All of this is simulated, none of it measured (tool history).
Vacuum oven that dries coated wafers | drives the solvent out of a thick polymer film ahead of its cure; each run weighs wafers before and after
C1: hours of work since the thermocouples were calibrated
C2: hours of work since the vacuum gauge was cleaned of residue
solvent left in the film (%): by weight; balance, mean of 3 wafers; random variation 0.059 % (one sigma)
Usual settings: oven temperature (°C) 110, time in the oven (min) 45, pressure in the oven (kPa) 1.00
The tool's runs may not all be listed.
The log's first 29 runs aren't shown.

run 30 day=13.188 | oven_temperature_(°C)=110 time_in_the_oven_(min)=45 pressure_in_the_oven_(kPa)=2.40 | C1=599 C2=243 | solvent_left_in_the_film_(%)=5.22
run 31 day=13.700 | oven_temperature_(°C)=117 time_in_the_oven_(min)=62 pressure_in_the_oven_(kPa)=0.65 | C1=606 C2=251 | solvent_left_in_the_film_(%)=1.26
run 32 day=14.304 | oven_temperature_(°C)=108 time_in_the_oven_(min)=62 pressure_in_the_oven_(kPa)=0.57 | C1=615 C2=260 | solvent_left_in_the_film_(%)=1.98
run 33 day=14.583 | oven_temperature_(°C)=108 time_in_the_oven_(min)=75 pressure_in_the_oven_(kPa)=0.57 | C1=620 C2=264 | solvent_left_in_the_film_(%)=1.55
run 34 day=15.167 | oven_temperature_(°C)=108 time_in_the_oven_(min)=75 pressure_in_the_oven_(kPa)=0.57 | C1=628 C2=273 | solvent_left_in_the_film_(%)=1.49
run 35 day=15.800 | oven_temperature_(°C)=108 time_in_the_oven_(min)=75 pressure_in_the_oven_(kPa)=0.57 | C1=638 C2=282 | solvent_left_in_the_film_(%)=1.52
run 36 day=16.417 | oven_temperature_(°C)=110 time_in_the_oven_(min)=45 pressure_in_the_oven_(kPa)=0.52 | C1=647 C2=292 | solvent_left_in_the_film_(%)=2.44
run 37 day=16.917 | oven_temperature_(°C)=110 time_in_the_oven_(min)=45 pressure_in_the_oven_(kPa)=0.52 | C1=654 C2=299 | solvent_left_in_the_film_(%)=2.41
run 38 day=17.317 | oven_temperature_(°C)=111 time_in_the_oven_(min)=41 pressure_in_the_oven_(kPa)=1.08 | C1=660 C2=305 | solvent_left_in_the_film_(%)=3.32
run 39 day=17.762 | oven_temperature_(°C)=111 time_in_the_oven_(min)=41 pressure_in_the_oven_(kPa)=1.08 | C1=667 C2=312 | solvent_left_in_the_film_(%)=3.35

Forecast each of these 5 alternatives for the next run:
run A day=18.225 | oven_temperature_(°C)=111 time_in_the_oven_(min)=41 pressure_in_the_oven_(kPa)=0.78 | C1=674 C2=318 | solvent_left_in_the_film_(%)=?
run B day=18.225 | oven_temperature_(°C)=118 time_in_the_oven_(min)=26 pressure_in_the_oven_(kPa)=1.08 | C1=674 C2=318 | solvent_left_in_the_film_(%)=?
run C day=18.225 | oven_temperature_(°C)=110 time_in_the_oven_(min)=37 pressure_in_the_oven_(kPa)=1.00 | C1=674 C2=318 | solvent_left_in_the_film_(%)=?
run D day=18.225 | oven_temperature_(°C)=120 time_in_the_oven_(min)=45 pressure_in_the_oven_(kPa)=1.00 | C1=674 C2=318 | solvent_left_in_the_film_(%)=?
run E day=18.225 | oven_temperature_(°C)=96 time_in_the_oven_(min)=77 pressure_in_the_oven_(kPa)=1.54 | C1=674 C2=318 | solvent_left_in_the_film_(%)=?

run=A solvent_left_in_the_film_(%)=2.92
run=B solvent_left_in_the_film_(%)=3.71
run=C solvent_left_in_the_film_(%)=3.72
run=D solvent_left_in_the_film_(%)=1.84
run=E solvent_left_in_the_film_(%)=5.34
Without the tool's hidden state the same runs would have given:
run=A solvent_left_in_the_film_(%)=2.91
run=B solvent_left_in_the_film_(%)=3.70
run=C solvent_left_in_the_film_(%)=3.71
run=D solvent_left_in_the_film_(%)=1.83
run=E solvent_left_in_the_film_(%)=5.33

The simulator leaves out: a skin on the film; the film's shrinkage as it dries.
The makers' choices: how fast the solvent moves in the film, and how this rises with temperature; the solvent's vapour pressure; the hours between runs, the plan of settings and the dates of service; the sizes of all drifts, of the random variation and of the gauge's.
